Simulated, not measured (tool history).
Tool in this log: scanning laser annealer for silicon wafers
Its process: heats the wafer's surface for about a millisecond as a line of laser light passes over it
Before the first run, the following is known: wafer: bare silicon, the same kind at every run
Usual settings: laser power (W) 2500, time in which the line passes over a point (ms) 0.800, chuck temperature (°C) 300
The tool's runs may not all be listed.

run     day  laser power (W)  time in which the line passes over a point (ms)  chuck temperature (°C)  highest temperature of the surface (°C)
  1   0.000             2500                                            0.800                     300                                     1124
  2   2.792             2500                                            0.800                     316                                     1140
  3   4.862             2500                                            0.800                     316                                     1135
  4   6.850             2500                                            0.800                     316                                     1135
  5   9.712             2500                                            0.800                     316                                     1131
  6  12.862             2500                                            0.800                     276                                     1089
  7  14.796             2500                                            0.800                     300                                     1113
  8  18.350             2500                                            0.800                     300                                     1111
  9  20.308             2500                                            0.800                     300                                     1108
 10  23.825             2324                                            0.800                     300                                     1033
 11  26.050             2134                                            0.800                     300                                      953
 12  29.446             2134                                            0.578                     300                                      844
 13  32.704             2134                                            0.578                     300                                      840
 14  35.212             2134                                            0.578                     300                                      840
 15  38.808             2537                                            0.996                     300                                     1255
 16  41.917             2537                                            0.996                     300                                     1249
 17  44.596             2542                                            0.973                     332                                     1272
 18  48.100             2542                                            0.973                     332                                     1269
 19  49.675             2284                                            0.973                     311                                     1124

Not shown here: 2 entries made in the log between runs. Locate each between two listed runs and compare the hidden state at the listed run before it with the hidden state at the listed run after it:
Between runs 11 and 12: optics aligned, line set to its width (day 27.671)
  light that passes the window, % of a clean one's: 98.46 -> 98.28; laser's true power over the reading, %: -0.35 -> -0.37; width of the line over the set one, %: 1.49 -> 0.2
  difference, measured minus the result without the unlogged condition, highest temperature of the surface (°C): -24 -> -16
Between runs 14 and 15: window over the wafer cleaned (day 36.388)
  light that passes the window, % of a clean one's: 97.95 -> 99.74; laser's true power over the reading, %: -0.4 -> -0.42; width of the line over the set one, %: 0.28 -> 0.32
  difference, measured minus the result without the unlogged condition, highest temperature of the surface (°C): -19 -> -11
